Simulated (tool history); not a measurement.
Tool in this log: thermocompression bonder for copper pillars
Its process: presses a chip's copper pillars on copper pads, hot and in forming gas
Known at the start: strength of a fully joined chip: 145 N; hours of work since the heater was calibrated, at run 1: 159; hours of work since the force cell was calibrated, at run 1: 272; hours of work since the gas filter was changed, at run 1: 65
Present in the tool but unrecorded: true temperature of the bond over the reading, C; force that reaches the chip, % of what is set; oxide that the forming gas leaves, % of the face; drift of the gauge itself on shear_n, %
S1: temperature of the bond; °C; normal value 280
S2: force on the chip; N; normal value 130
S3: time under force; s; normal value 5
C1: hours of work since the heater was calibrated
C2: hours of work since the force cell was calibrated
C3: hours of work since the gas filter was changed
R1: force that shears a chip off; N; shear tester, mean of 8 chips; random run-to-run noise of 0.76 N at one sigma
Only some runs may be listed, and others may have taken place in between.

Run 1, day 0: usual settings; C1 159; C2 272; C3 65. Result: R1 61.2 N.
Run 2, day 0.246: usual settings; C1 163; C2 276; C3 69. Result: R1 60.6 N.
Run 3, day 0.617: usual settings; C1 169; C2 282; C3 75. Result: R1 61.5 N.
Run 4, day 1.029: usual settings; C1 176; C2 289; C3 82. Result: R1 60.8 N.
Run 5, day 1.317: usual settings but S1 285 °C; C1 181; C2 294; C3 87. Result: R1 63.8 N.
Run 6, day 1.675: usual settings but S1 285 °C, S2 97 N; C1 187; C2 300; C3 93. Result: R1 48.9 N.
Run 7, day 1.988: usual settings but S1 285 °C, S2 97 N; C1 192; C2 305; C3 98. Result: R1 49.2 N.
Run 8, day 2.171: usual settings but S2 97 N; C1 195; C2 308; C3 101. Result: R1 45 N.
Run 9, day 2.471: usual settings but S2 123 N; C1 200; C2 313; C3 106. Result: R1 58 N.
Run 10, day 2.788: usual settings but S2 123 N; C1 205; C2 318; C3 111. Result: R1 57.4 N.
Run 11, day 3.192: usual settings but S2 123 N, S3 4 s; C1 212; C2 325; C3 118. Result: R1 52.6 N.
Run 12, day 3.45: usual settings but S2 189 N, S3 4 s; C1 216; C2 329; C3 122. Result: R1 79.2 N.
Run 13, day 3.771: usual settings but S1 307 °C; C1 221; C2 335; C3 128. Result: R1 78 N.
At day 3.862: force cell calibrated.
Run 14, day 4.033: usual settings; C1 225; C2 3; C3 131. Result: R1 61.9 N.
Run 15, day 4.346: usual settings; C1 230; C2 8; C3 136. Result: R1 62.7 N.
Run 16, day 4.638: usual settings but S1 256 °C, S2 119 N, S3 8 s; C1 235; C2 13; C3 141. Result: R1 52.7 N.
Run 17, day 4.925: usual settings but S1 277 °C, S2 119 N, S3 11 s; C1 239; C2 18; C3 146. Result: R1 73.5 N.
At day 5.054: force cell calibrated, once more.
Run 18, day 5.396: usual settings but S1 270 °C, S2 129 N, S3 11 s; C1 246; C2 6; C3 152. Result: R1 74.9 N.
Run 19, day 5.729: usual settings but S1 257 °C; C1 252; C2 11; C3 158. Result: R1 48.1 N.
Run 20, day 5.946: usual settings but S1 265 °C, S2 119 N, S3 10 s; C1 255; C2 15; C3 162. Result: R1 63.8 N.
Run 21, day 6.354: usual settings but S1 265 °C, S2 116 N, S3 4 s; C1 262; C2 22; C3 168. Result: R1 42.9 N.
Run 22, day 6.738: usual settings but S1 283 °C, S2 116 N, S3 4 s; C1 269; C2 28; C3 175. Result: R1 51.6 N.
Run 23, day 7.054: usual settings but S1 283 °C, S2 161 N, S3 3 s; C1 274; C2 33; C3 180. Result: R1 63.8 N.
Run 24, day 7.392: usual settings but S1 309 °C, S2 108 N; C1 279; C2 39; C3 186. Result: R1 67.3 N.
Run 25, day 7.579: usual settings but S1 309 °C, S2 108 N; C1 283; C2 42; C3 189. Result: R1 67.5 N.
Run 26, day 7.796: usual settings but S1 269 °C, S2 108 N, S3 3 s; C1 286; C2 46; C3 192. Result: R1 37.8 N.
Run 27, day 8.125: usual settings but S1 308 °C, S2 152 N, S3 13 s; C1 292; C2 51; C3 198. Result: R1 113.5 N.
Run 28, day 8.483: usual settings but S1 308 °C, S2 152 N, S3 13 s; C1 298; C2 57; C3 204. Result: R1 111 N.
Run 29, day 8.883: usual settings but S1 304 °C, S3 12 s; C1 304; C2 64; C3 210. Result: R1 98.9 N.

Consider 5 possible next runs. They are alternatives, not a sequence: every one starts from the tool as it was left by run 29. What does each give?
Run A, day 9.333: usual settings but S2 112 N, S3 3 s; C1 312; C2 71; C3 218. Result: R1 ?.
Run B, day 9.333: usual settings but S1 309 °C, S2 79 N, S3 6 s; C1 312; C2 71; C3 218. Result: R1 ?.
Run C, day 9.333: usual settings but S2 91 N; C1 312; C2 71; C3 218. Result: R1 ?.
Run D, day 9.333: usual settings but S1 256 °C, S3 9 s; C1 312; C2 71; C3 218. Result: R1 ?.
Run E, day 9.333: usual settings but S1 265 °C, S2 110 N, S3 7 s; C1 312; C2 71; C3 218. Result: R1 ?.

run    R1
  A  43.4
  B  53.4
  C  43.9
  D  59.4
  E  50.6
Without the tool's hidden state the same runs would have given:
run    R1
  A  40.1
  B    50
  C  40.6
  D  54.9
  E  46.7

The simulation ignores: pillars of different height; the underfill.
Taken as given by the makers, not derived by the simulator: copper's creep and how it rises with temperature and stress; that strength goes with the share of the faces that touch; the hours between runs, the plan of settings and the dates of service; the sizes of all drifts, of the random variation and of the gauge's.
